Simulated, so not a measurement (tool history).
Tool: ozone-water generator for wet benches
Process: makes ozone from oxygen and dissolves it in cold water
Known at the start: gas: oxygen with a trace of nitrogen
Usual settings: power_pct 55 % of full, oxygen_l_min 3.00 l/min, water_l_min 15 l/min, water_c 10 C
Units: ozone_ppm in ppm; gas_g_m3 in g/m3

run   hour  power_pct  oxygen_l_min  water_l_min  water_c  ozone_ppm  gas_g_m3
  1    0.0         55          3.00           15       10       23.7     208.8
  2   25.3         55          3.00           15       10       23.9     209.2
  3   64.0         55          3.00           15       10       23.8     210.0
  4   99.3         55          3.00           15       10       23.6     211.3
  5  125.9         55          3.00           15       10       23.6     209.3
  6  145.3         55          3.00           15       10       23.9     211.7
  7  170.2         55          3.00           15       10       23.7     210.5
  8  202.4         55          3.00           15       10       23.8     210.7
  9  231.7         55          3.00           15       10       23.7     212.1
 10  265.7         55          3.00           15       10       23.9     213.1
 11  292.4         55          3.00           15       13       23.2     211.2
 12  322.1         55          3.00           15        8       24.2     209.6
 13  339.2         55          3.00           15        8       24.2     212.0
 14  355.4         55          3.00           15        8       24.2     214.7
 15  379.1         55          3.00           15        8       24.6     211.2
 16  415.9         55          3.00           15        8       24.2     212.4
 17  448.2         48          4.56           15        6       21.9     145.0
 18  481.9         48          2.28           15       14       20.5     232.4
 19  501.8         91          4.92           24        8       25.0     231.6
 20  539.2         91          4.92           24        8       24.8     232.8
 21  558.4         55          3.00           10       10       32.2     215.7
 22  576.8         66          1.77           23       14       17.5     354.4
 23  605.2         55          2.32           11       13       29.4     252.5
 24  629.1         60          2.16           11        6       34.0     290.1
 25  651.3         60          2.16           11        6       34.3     285.2
 26  671.0         60          2.16           11        6       34.2     286.9
 27  694.9         60          2.16           11        6       34.0     288.0
 28  733.3         60          2.16           11        6       34.3     288.4

5 ways to go on from here, each from the tool as it stands after run 28. What would each give?
  A  757.4         57          3.00           15        7          ?         ?
  B  757.4         48          2.16           11        6          ?         ?
  C  757.4         60          3.77           11        6          ?         ?
  D  757.4         48          3.00           15       16          ?         ?
  E  757.4         55          1.87           15        7          ?         ?

run  ozone_ppm  gas_g_m3
  A       25.3     224.0
  B       28.4     240.0
  C       33.9     200.7
  D       20.0     193.1
  E       23.6     298.0
Without the tool's hidden state the same runs would have given:
run  ozone_ppm  gas_g_m3
  A       25.4     218.1
  B       28.4     233.7
  C       33.9     195.5
  D       20.0     188.1
  E       23.6     290.2

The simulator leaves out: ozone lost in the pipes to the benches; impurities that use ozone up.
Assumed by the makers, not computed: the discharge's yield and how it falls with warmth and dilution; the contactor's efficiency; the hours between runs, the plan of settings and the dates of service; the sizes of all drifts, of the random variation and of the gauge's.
